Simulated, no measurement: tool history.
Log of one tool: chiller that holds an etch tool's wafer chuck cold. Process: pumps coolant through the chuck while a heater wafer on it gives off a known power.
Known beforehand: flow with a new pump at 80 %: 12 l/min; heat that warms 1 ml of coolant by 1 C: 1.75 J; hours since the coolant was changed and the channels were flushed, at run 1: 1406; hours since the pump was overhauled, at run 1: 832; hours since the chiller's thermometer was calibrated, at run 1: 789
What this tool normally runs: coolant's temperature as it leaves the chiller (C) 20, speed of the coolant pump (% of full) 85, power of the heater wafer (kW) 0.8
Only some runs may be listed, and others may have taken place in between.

| run | hour | coolant's temperature as it leaves the chiller (C) | speed of the coolant pump (% of full) | power of the heater wafer (kW) | hours since the coolant was changed and the channels were flushed | hours since the pump was overhauled | hours since the chiller's thermometer was calibrated | chuck's temperature once it has settled (C) | how much warmer the coolant comes back (C) |
|---|---|---|---|---|---|---|---|---|---|
| 1 | 0 | 20 | 85 | 0.8 | 1406 | 832 | 789 | 26.49 | 2.16 |
| 2 | 31.7 | 20 | 85 | 0.8 | 1437 | 864 | 820 | 26.14 | 2.11 |
| 3 | 70.9 | 20 | 85 | 0.936 | 1477 | 903 | 860 | 27.38 | 2.46 |
| 4 | 94.9 | 20 | 85 | 0.8 | 1501 | 927 | 883 | 26.15 | 2.08 |
| 5 | 135 | 20 | 85 | 0.8 | 1541 | 967 | 924 | 26.25 | 2.06 |
| 6 | 175.7 | 20 | 85 | 0.8 | 1581 | 1008 | 964 | 26.41 | 1.97 |
| 7 | 205.9 | 20 | 85 | 0.8 | 1612 | 1038 | 995 | 26.35 | 1.97 |
| 8 | 248.3 | 20 | 85 | 0.8 | 1654 | 1081 | 1037 | 26.2 | 1.89 |
| 9 | 273.3 | 20 | 85 | 1.196 | 1679 | 1106 | 1062 | 29.32 | 3.03 |
| 10 | 313.9 | 20 | 71 | 1.196 | 1720 | 1146 | 1102 | 30.83 | 3.67 |
| 11 | 341.8 | 20 | 71 | 1.196 | 1748 | 1174 | 1130 | 30.87 | 3.53 |
| 12 | 365 | 20 | 85 | 0.426 | 1771 | 1197 | 1154 | 23.44 | 0.79 |
| 13 | 397.2 | 20 | 89 | 0.642 | 1803 | 1229 | 1186 | 24.83 | 1.3 |
| 14 | 435.8 | 20 | 85 | 0.514 | 1842 | 1268 | 1224 | 23.95 | 0.98 |
| 15 | 477.2 | 20 | 85 | 0.514 | 1883 | 1310 | 1266 | 23.86 | 0.96 |
| 16 | 519.6 | 20 | 64 | 0.514 | 1925 | 1352 | 1308 | 25.03 | 1.33 |
| 17 | 544.3 | 20 | 64 | 0.514 | 1950 | 1377 | 1333 | 25.06 | 1.39 |
|  | 546.8 | gauge calibrated |
| 18 | 584 | 20 | 64 | 0.514 | 1990 | 1416 | 1373 | 24.89 | 1.84 |
| 19 | 616.6 | 21 | 71 | 0.8 | 2022 | 1449 | 1405 | 28.24 | 2.58 |
| 20 | 640.7 | 24 | 70 | 1.003 | 2046 | 1473 | 1429 | 33.15 | 3.29 |
| 21 | 661.9 | 24 | 70 | 1.003 | 2068 | 1494 | 1451 | 33.1 | 3.22 |
| 22 | 687.2 | 18 | 84 | 0.515 | 2093 | 1520 | 1476 | 21.95 | 1.26 |
| 23 | 727.9 | 19 | 85 | 0.623 | 2134 | 1560 | 1516 | 23.83 | 1.46 |
| 24 | 766.8 | 20 | 79 | 0.569 | 2173 | 1599 | 1555 | 24.77 | 1.49 |

What if the next run were any one of these 3? Each begins from the tool's condition after run 24:
| A | 808.2 | 20 | 64 | 0.569 | 2214 | 1640 | 1597 | ? | ? |
| B | 808.2 | 17 | 78 | 0.409 | 2214 | 1640 | 1597 | ? | ? |
| C | 808.2 | 12 | 79 | 1.131 | 2214 | 1640 | 1597 | ? | ? |

| run | chuck's temperature once it has settled (C) | how much warmer the coolant comes back (C) |
|---|---|---|
| A | 25.54 | 1.8 |
| B | 20.48 | 0.94 |
| C | 21.53 | 3.02 |
With the hidden condition removed and each run's random variation left untouched, the same runs would have given:
| run | chuck's temperature once it has settled (C) | how much warmer the coolant comes back (C) |
|---|---|---|
| A | 25.54 | 2.03 |
| B | 20.48 | 1.17 |
| C | 21.52 | 3.25 |
